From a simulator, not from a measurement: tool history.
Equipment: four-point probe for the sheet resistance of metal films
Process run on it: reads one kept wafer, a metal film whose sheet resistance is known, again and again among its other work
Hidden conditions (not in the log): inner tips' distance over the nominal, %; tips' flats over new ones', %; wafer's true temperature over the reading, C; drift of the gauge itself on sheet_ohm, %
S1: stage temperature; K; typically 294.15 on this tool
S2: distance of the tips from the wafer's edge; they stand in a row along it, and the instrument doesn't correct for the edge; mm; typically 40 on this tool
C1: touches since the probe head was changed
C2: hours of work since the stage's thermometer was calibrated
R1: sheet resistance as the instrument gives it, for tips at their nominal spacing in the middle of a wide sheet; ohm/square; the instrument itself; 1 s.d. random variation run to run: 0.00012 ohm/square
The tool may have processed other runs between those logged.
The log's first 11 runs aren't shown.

run   hour      S1  S2     C1    C2        R1
 12  314.5  294.15   8  46149  1272  0.597919
 13  353.2  294.15  11  47129  1293  0.597497
 14  386.1  294.15  11  47959  1311  0.597403
 15    422  294.15  11  48867  1331  0.597618
 16  444.9  294.15  10  49446  1344  0.597691
 17  474.4  294.15  10  50192  1360  0.597797
 18  503.9  303.15  31  50937  1376  0.598657
     544.3  -- stage's thermometer calibrated
 19  544.9  306.15  30  51962     0  0.598958
 20    585  297.15  40  52974    22  0.597112
 21    615  297.15  40  53734    39  0.597193
 22  648.9  297.15  40  54591    58  0.597356
 23  669.6  298.15  17  55113    69    0.5978
 24  690.8  304.15  13  55648    80  0.599174
 25  727.4  294.15  64  56575   101  0.596549
 26  752.2  301.15  75  57201   114  0.597913
 27  769.3  296.15  11  57632   124  0.597693
 28  791.2  304.15  10  58186   136  0.599593
 29  808.1  304.15  10  58614   145  0.599356
 30  845.6  299.15  40  59561   166  0.597876
 31  868.5  300.15  40  60140   178  0.597978
 32  886.4  304.15  11  60592   188   0.59938
 33  917.6  304.15  11  61381   205  0.599279
 34    958  304.15  11  62402   227  0.599491

Each row is a separate what-if for the run after 34, all from the same tool condition, not one after another. Results?
  A  987.8  296.15   6  63156  244   ?
  B  987.8  307.15  19  63156  244   ?
  C  987.8  307.15  51  63156  244   ?

run        R1
  A  0.599749
  B   0.59943
  C  0.599025
Stripped of hidden state, with their random variation kept, the same runs would have yielded:
run        R1
  A  0.598293
  B   0.59798
  C  0.597576

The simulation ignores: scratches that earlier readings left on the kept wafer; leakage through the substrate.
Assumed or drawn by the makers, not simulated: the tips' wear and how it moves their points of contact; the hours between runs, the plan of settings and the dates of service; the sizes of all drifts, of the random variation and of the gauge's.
